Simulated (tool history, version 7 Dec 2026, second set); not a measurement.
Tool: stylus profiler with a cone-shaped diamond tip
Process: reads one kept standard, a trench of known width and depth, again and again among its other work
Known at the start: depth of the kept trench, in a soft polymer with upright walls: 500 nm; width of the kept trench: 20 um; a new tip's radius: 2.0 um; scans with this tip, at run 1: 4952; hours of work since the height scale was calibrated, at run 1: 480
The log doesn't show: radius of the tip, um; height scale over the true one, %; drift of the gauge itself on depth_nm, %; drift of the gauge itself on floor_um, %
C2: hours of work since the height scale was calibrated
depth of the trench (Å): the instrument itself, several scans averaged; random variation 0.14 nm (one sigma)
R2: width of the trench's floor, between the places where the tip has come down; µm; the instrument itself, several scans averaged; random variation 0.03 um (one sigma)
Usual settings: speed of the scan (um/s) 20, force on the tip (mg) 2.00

{"run": 1, "hour": 0.0, "speed of the scan (um/s)": 20, "force on the tip (mg)": 2.0, "scans with this tip": 4952, "C2": 480, "depth of the trench (Å)": 5026.8, "R2": 16.74}
{"run": 2, "hour": 57.5, "speed of the scan (um/s)": 20, "force on the tip (mg)": 2.0, "scans with this tip": 5282, "C2": 512, "depth of the trench (Å)": 5029.6, "R2": 16.6}
{"run": 3, "hour": 145.8, "speed of the scan (um/s)": 20, "force on the tip (mg)": 0.87, "scans with this tip": 5789, "C2": 561, "depth of the trench (Å)": 5019.6, "R2": 16.59}
{"run": 4, "hour": 223.7, "speed of the scan (um/s)": 20, "force on the tip (mg)": 2.59, "scans with this tip": 6235, "C2": 605, "depth of the trench (Å)": 5038.0, "R2": 16.58}
{"run": 5, "hour": 297.4, "speed of the scan (um/s)": 20, "force on the tip (mg)": 2.18, "scans with this tip": 6658, "C2": 646, "depth of the trench (Å)": 5032.5, "R2": 16.53}
{"run": 6, "hour": 405.7, "speed of the scan (um/s)": 20, "force on the tip (mg)": 2.18, "scans with this tip": 7280, "C2": 706, "depth of the trench (Å)": 5034.1, "R2": 16.46}
{"run": 7, "hour": 475.5, "speed of the scan (um/s)": 20, "force on the tip (mg)": 2.18, "scans with this tip": 7680, "C2": 745, "depth of the trench (Å)": 5033.0, "R2": 16.42}
{"run": 8, "hour": 539.5, "speed of the scan (um/s)": 20, "force on the tip (mg)": 2.29, "scans with this tip": 8047, "C2": 780, "depth of the trench (Å)": 5033.5, "R2": 16.42}
{"run": 9, "hour": 601.2, "speed of the scan (um/s)": 20, "force on the tip (mg)": 2.29, "scans with this tip": 8401, "C2": 815, "depth of the trench (Å)": 5035.9, "R2": 16.35}
{"run": 10, "hour": 664.3, "speed of the scan (um/s)": 6, "force on the tip (mg)": 2.29, "scans with this tip": 8763, "C2": 850, "depth of the trench (Å)": 5036.8, "R2": 16.35}
{"run": 11, "hour": 739.5, "speed of the scan (um/s)": 20, "force on the tip (mg)": 2.0, "scans with this tip": 9195, "C2": 892, "depth of the trench (Å)": 5035.4, "R2": 16.22}
{"run": 12, "hour": 836.6, "speed of the scan (um/s)": 20, "force on the tip (mg)": 2.0, "scans with this tip": 9752, "C2": 946, "depth of the trench (Å)": 5032.9, "R2": 16.27}
{"run": 13, "hour": 927.6, "speed of the scan (um/s)": 11, "force on the tip (mg)": 2.0, "scans with this tip": 10274, "C2": 996, "depth of the trench (Å)": 5033.1, "R2": 16.23}
{"run": 14, "hour": 996.0, "speed of the scan (um/s)": 11, "force on the tip (mg)": 2.0, "scans with this tip": 10666, "C2": 1034, "depth of the trench (Å)": 5035.4, "R2": 16.22}
{"run": 15, "hour": 1052.6, "speed of the scan (um/s)": 11, "force on the tip (mg)": 2.0, "scans with this tip": 10990, "C2": 1066, "depth of the trench (Å)": 5038.0, "R2": 16.17}
{"run": 16, "hour": 1148.9, "speed of the scan (um/s)": 20, "force on the tip (mg)": 2.0, "scans with this tip": 11543, "C2": 1119, "depth of the trench (Å)": 5036.1, "R2": 16.1}
{"run": 17, "hour": 1235.5, "speed of the scan (um/s)": 20, "force on the tip (mg)": 2.0, "scans with this tip": 12040, "C2": 1168, "depth of the trench (Å)": 5038.7, "R2": 16.03}
{"run": 18, "hour": 1337.3, "speed of the scan (um/s)": 20, "force on the tip (mg)": 4.7, "scans with this tip": 12624, "C2": 1224, "depth of the trench (Å)": 5058.3, "R2": 16.04}
{"run": 19, "hour": 1440.5, "speed of the scan (um/s)": 20, "force on the tip (mg)": 4.7, "scans with this tip": 13216, "C2": 1282, "depth of the trench (Å)": 5058.0, "R2": 15.99}
{"run": 20, "hour": 1547.9, "speed of the scan (um/s)": 20, "force on the tip (mg)": 4.7, "scans with this tip": 13832, "C2": 1341, "depth of the trench (Å)": 5059.4, "R2": 15.94}
{"run": 21, "hour": 1611.7, "speed of the scan (um/s)": 20, "force on the tip (mg)": 1.07, "scans with this tip": 14198, "C2": 1377, "depth of the trench (Å)": 5031.8, "R2": 15.81}
{"run": 22, "hour": 1708.3, "speed of the scan (um/s)": 20, "force on the tip (mg)": 1.07, "scans with this tip": 14752, "C2": 1431, "depth of the trench (Å)": 5031.9, "R2": 15.73}
{"run": 23, "hour": 1798.5, "speed of the scan (um/s)": 14, "force on the tip (mg)": 2.96, "scans with this tip": 15269, "C2": 1481, "depth of the trench (Å)": 5047.5, "R2": 15.78}
{"run": 24, "hour": 1863.6, "speed of the scan (um/s)": 20, "force on the tip (mg)": 3.05, "scans with this tip": 15643, "C2": 1517, "depth of the trench (Å)": 5052.0, "R2": 15.74}
{"run": 25, "hour": 1954.8, "speed of the scan (um/s)": 20, "force on the tip (mg)": 1.17, "scans with this tip": 16166, "C2": 1568, "depth of the trench (Å)": 5035.9, "R2": 15.64}
{"run": 26, "hour": 2015.7, "speed of the scan (um/s)": 11, "force on the tip (mg)": 2.3, "scans with this tip": 16516, "C2": 1602, "depth of the trench (Å)": 5043.3, "R2": 15.69}
{"run": 27, "hour": 2095.5, "speed of the scan (um/s)": 20, "force on the tip (mg)": 1.41, "scans with this tip": 16974, "C2": 1646, "depth of the trench (Å)": 5041.0, "R2": 15.59}
{"run": 28, "hour": 2160.9, "speed of the scan (um/s)": 78, "force on the tip (mg)": 2.2, "scans with this tip": 17349, "C2": 1682, "depth of the trench (Å)": 5042.8, "R2": 15.4}
{"run": 29, "hour": 2264.4, "speed of the scan (um/s)": 78, "force on the tip (mg)": 2.2, "scans with this tip": 17942, "C2": 1740, "depth of the trench (Å)": 5046.3, "R2": 15.35}
{"run": 30, "hour": 2312.0, "speed of the scan (um/s)": 36, "force on the tip (mg)": 3.35, "scans with this tip": 18215, "C2": 1766, "depth of the trench (Å)": 5053.7, "R2": 15.49}
{"run": 31, "hour": 2394.6, "speed of the scan (um/s)": 59, "force on the tip (mg)": 0.8, "scans with this tip": 18689, "C2": 1812, "depth of the trench (Å)": 5032.0, "R2": 15.18}
{"run": 32, "hour": 2495.6, "speed of the scan (um/s)": 8, "force on the tip (mg)": 2.36, "scans with this tip": 19268, "C2": 1868, "depth of the trench (Å)": 5047.3, "R2": 15.43}
{"run": 33, "hour": 2568.0, "speed of the scan (um/s)": 9, "force on the tip (mg)": 2.67, "scans with this tip": 19684, "C2": 1909, "depth of the trench (Å)": 5053.1, "R2": 15.51}
{"run": 34, "hour": 2659.2, "speed of the scan (um/s)": 40, "force on the tip (mg)": 3.52, "scans with this tip": 20207, "C2": 1959, "depth of the trench (Å)": 5058.1, "R2": 15.35}
{"run": 35, "hour": 2718.6, "speed of the scan (um/s)": 34, "force on the tip (mg)": 0.84, "scans with this tip": 20547, "C2": 1993, "depth of the trench (Å)": 5036.3, "R2": 15.22}
{"run": 36, "hour": 2774.7, "speed of the scan (um/s)": 8, "force on the tip (mg)": 4.75, "scans with this tip": 20869, "C2": 2024, "depth of the trench (Å)": 5068.3, "R2": 15.4}
{"run": 37, "hour": 2846.1, "speed of the scan (um/s)": 8, "force on the tip (mg)": 4.75, "scans with this tip": 21279, "C2": 2063, "depth of the trench (Å)": 5064.5, "R2": 15.4}
{"run": 38, "hour": 2932.6, "speed of the scan (um/s)": 11, "force on the tip (mg)": 4.72, "scans with this tip": 21775, "C2": 2112, "depth of the trench (Å)": 5069.5, "R2": 15.29}
{"run": 39, "hour": 3008.2, "speed of the scan (um/s)": 42, "force on the tip (mg)": 2.0, "scans with this tip": 22209, "C2": 2154, "depth of the trench (Å)": 5050.6, "R2": 15.17}
{"run": 40, "hour": 3081.6, "speed of the scan (um/s)": 24, "force on the tip (mg)": 1.22, "scans with this tip": 22630, "C2": 2194, "depth of the trench (Å)": 5043.7, "R2": 15.12}
{"run": 41, "hour": 3171.9, "speed of the scan (um/s)": 24, "force on the tip (mg)": 1.22, "scans with this tip": 23148, "C2": 2245, "depth of the trench (Å)": 5043.1, "R2": 15.13}
{"run": 42, "hour": 3247.8, "speed of the scan (um/s)": 43, "force on the tip (mg)": 4.74, "scans with this tip": 23583, "C2": 2287, "depth of the trench (Å)": 5070.4, "R2": 15.03}
{"run": 43, "hour": 3336.3, "speed of the scan (um/s)": 15, "force on the tip (mg)": 1.26, "scans with this tip": 24091, "C2": 2336, "depth of the trench (Å)": 5046.6, "R2": 15.18}

Measured less the same run without the tool's hidden state. The same run-to-run variation is in both; the gauge's scatter may not be:
run=1 depth_of_the_trench_(Å)=+5.4 R2=-0.57
run=2 depth_of_the_trench_(Å)=+5.7 R2=-0.61
run=3 depth_of_the_trench_(Å)=+6.3 R2=-0.67
run=4 depth_of_the_trench_(Å)=+6.9 R2=-0.71
run=5 depth_of_the_trench_(Å)=+7.4 R2=-0.75
run=6 depth_of_the_trench_(Å)=+8.2 R2=-0.81
run=7 depth_of_the_trench_(Å)=+8.7 R2=-0.86
run=8 depth_of_the_trench_(Å)=+9.1 R2=-0.89
run=9 depth_of_the_trench_(Å)=+9.5 R2=-0.92
run=10 depth_of_the_trench_(Å)=+10.0 R2=-0.94
run=11 depth_of_the_trench_(Å)=+10.4 R2=-0.98
run=12 depth_of_the_trench_(Å)=+11.1 R2=-1.03
run=13 depth_of_the_trench_(Å)=+11.7 R2=-1.08
run=14 depth_of_the_trench_(Å)=+12.2 R2=-1.12
run=15 depth_of_the_trench_(Å)=+12.6 R2=-1.15
run=16 depth_of_the_trench_(Å)=+13.2 R2=-1.20
run=17 depth_of_the_trench_(Å)=+13.8 R2=-1.24
run=18 depth_of_the_trench_(Å)=+14.6 R2=-1.29
run=19 depth_of_the_trench_(Å)=+15.3 R2=-1.33
run=20 depth_of_the_trench_(Å)=+16.0 R2=-1.38
run=21 depth_of_the_trench_(Å)=+16.4 R2=-1.41
run=22 depth_of_the_trench_(Å)=+17.0 R2=-1.47
run=23 depth_of_the_trench_(Å)=+17.6 R2=-1.51
run=24 depth_of_the_trench_(Å)=+18.1 R2=-1.54
run=25 depth_of_the_trench_(Å)=+18.8 R2=-1.58
run=26 depth_of_the_trench_(Å)=+19.3 R2=-1.61
run=27 depth_of_the_trench_(Å)=+19.7 R2=-1.64
run=28 depth_of_the_trench_(Å)=+20.1 R2=-1.67
run=29 depth_of_the_trench_(Å)=+20.9 R2=-1.72
run=30 depth_of_the_trench_(Å)=+21.3 R2=-1.74
run=31 depth_of_the_trench_(Å)=+21.6 R2=-1.78
run=32 depth_of_the_trench_(Å)=+22.3 R2=-1.82
run=33 depth_of_the_trench_(Å)=+22.9 R2=-1.85
run=34 depth_of_the_trench_(Å)=+23.6 R2=-1.88
run=35 depth_of_the_trench_(Å)=+23.8 R2=-1.91
run=36 depth_of_the_trench_(Å)=+24.5 R2=-1.94
run=37 depth_of_the_trench_(Å)=+24.9 R2=-1.96
run=38 depth_of_the_trench_(Å)=+25.5 R2=-1.99
run=39 depth_of_the_trench_(Å)=+25.9 R2=-2.02
run=40 depth_of_the_trench_(Å)=+26.4 R2=-2.06
run=41 depth_of_the_trench_(Å)=+27.1 R2=-2.10
run=42 depth_of_the_trench_(Å)=+27.7 R2=-2.13
run=43 depth_of_the_trench_(Å)=+28.2 R2=-2.16

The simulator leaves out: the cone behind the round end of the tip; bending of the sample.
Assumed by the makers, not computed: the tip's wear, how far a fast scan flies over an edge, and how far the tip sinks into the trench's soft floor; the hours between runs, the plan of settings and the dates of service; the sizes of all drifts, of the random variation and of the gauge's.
